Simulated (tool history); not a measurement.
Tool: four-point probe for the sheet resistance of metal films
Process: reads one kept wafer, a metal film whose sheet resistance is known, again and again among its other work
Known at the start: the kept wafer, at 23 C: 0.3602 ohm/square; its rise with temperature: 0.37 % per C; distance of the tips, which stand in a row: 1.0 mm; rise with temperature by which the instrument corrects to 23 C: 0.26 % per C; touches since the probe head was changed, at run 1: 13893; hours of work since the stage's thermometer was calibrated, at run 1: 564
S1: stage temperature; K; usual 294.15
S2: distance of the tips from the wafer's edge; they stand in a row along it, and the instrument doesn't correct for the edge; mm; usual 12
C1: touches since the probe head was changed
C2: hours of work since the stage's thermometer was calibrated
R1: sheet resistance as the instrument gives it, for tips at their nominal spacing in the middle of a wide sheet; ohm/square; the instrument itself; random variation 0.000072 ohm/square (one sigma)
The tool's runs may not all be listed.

Run 1, hour 0.0: usual settings; C1 13893; C2 564. Result: R1 0.360170 ohm/square.
Run 2, hour 16.2: usual settings; C1 14483; C2 575. Result: R1 0.360198 ohm/square.
Run 3, hour 34.7: usual settings; C1 15158; C2 587. Result: R1 0.360281 ohm/square.
Run 4, hour 53.3: usual settings but S2 6 mm; C1 15835; C2 599. Result: R1 0.364084 ohm/square.
Run 5, hour 70.3: usual settings but S2 6 mm; C1 16457; C2 611. Result: R1 0.364194 ohm/square.
Run 6, hour 91.0: usual settings; C1 17209; C2 625. Result: R1 0.360280 ohm/square.
Run 7, hour 113.8: usual settings; C1 18040; C2 640. Result: R1 0.360350 ohm/square.
Run 8, hour 126.1: usual settings; C1 18491; C2 648. Result: R1 0.360358 ohm/square.
Run 9, hour 139.7: usual settings; C1 18985; C2 657. Result: R1 0.360404 ohm/square.
Run 10, hour 161.7: usual settings; C1 19787; C2 672. Result: R1 0.360511 ohm/square.
Run 11, hour 178.7: usual settings but S1 300.15 K; C1 20408; C2 684. Result: R1 0.363013 ohm/square.
Run 12, hour 201.5: usual settings but S1 300.15 K; C1 21239; C2 699. Result: R1 0.362936 ohm/square.
Run 13, hour 214.1: usual settings but S1 300.15 K; C1 21698; C2 707. Result: R1 0.363033 ohm/square.
Run 14, hour 233.8: usual settings but S2 43 mm; C1 22417; C2 721. Result: R1 0.359196 ohm/square.
Run 15, hour 257.0: usual settings but S1 307.15 K, S2 60 mm; C1 23262; C2 736. Result: R1 0.364557 ohm/square.
Run 16, hour 274.6: usual settings but S1 295.15 K, S2 16 mm; C1 23905; C2 748. Result: R1 0.360439 ohm/square.
Run 17, hour 288.2: usual settings but S1 303.15 K, S2 52 mm; C1 24401; C2 757. Result: R1 0.363040 ohm/square.
Run 18, hour 306.1: usual settings but S1 305.15 K, S2 56 mm; C1 25052; C2 769. Result: R1 0.363861 ohm/square.
Run 19, hour 317.1: usual settings but S1 296.15 K, S2 5 mm; C1 25455; C2 777. Result: R1 0.367792 ohm/square.
Run 20, hour 331.1: usual settings but S1 298.15 K, S2 24 mm; C1 25963; C2 786. Result: R1 0.361404 ohm/square.
Run 21, hour 348.9: usual settings but S1 301.15 K, S2 6 mm; C1 26612; C2 798. Result: R1 0.367618 ohm/square.
Run 22, hour 365.4: usual settings but S1 291.15 K, S2 4 mm; C1 27215; C2 809. Result: R1 0.369713 ohm/square.
Run 23, hour 378.0: usual settings but S1 292.15 K, S2 21 mm; C1 27674; C2 817. Result: R1 0.358936 ohm/square.
Run 24, hour 392.7: usual settings but S1 306.15 K, S2 32 mm; C1 28209; C2 827. Result: R1 0.364530 ohm/square.
Run 25, hour 415.5: usual settings but S1 306.15 K, S2 32 mm; C1 29039; C2 843. Result: R1 0.364478 ohm/square.
Run 26, hour 429.4: usual settings but S2 23 mm; C1 29549; C2 852. Result: R1 0.359897 ohm/square.
Run 27, hour 440.3: usual settings but S1 292.15 K, S2 7 mm; C1 29946; C2 859. Result: R1 0.362593 ohm/square.

5 ways to go on from here, each from the tool as it stands after run 27. What would each give?
Run A, hour 455.0: usual settings but S1 306.15 K, S2 4 mm; C1 30481; C2 869. Result: R1 ?.
Run B, hour 455.0: usual settings but S1 300.15 K, S2 74 mm; C1 30481; C2 869. Result: R1 ?.
Run C, hour 455.0: usual settings; C1 30481; C2 869. Result: R1 ?.
Run D, hour 455.0: usual settings but S1 307.15 K, S2 20 mm; C1 30481; C2 869. Result: R1 ?.
Run E, hour 455.0: usual settings but S1 297.15 K, S2 74 mm; C1 30481; C2 869. Result: R1 ?.

run        R1
  A  0.376176
  B  0.362087
  C  0.360801
  D  0.365304
  E  0.360805
Without the tool's hidden state the same runs would have given:
run        R1
  A  0.376014
  B  0.361933
  C  0.360651
  D  0.365144
  E  0.360654
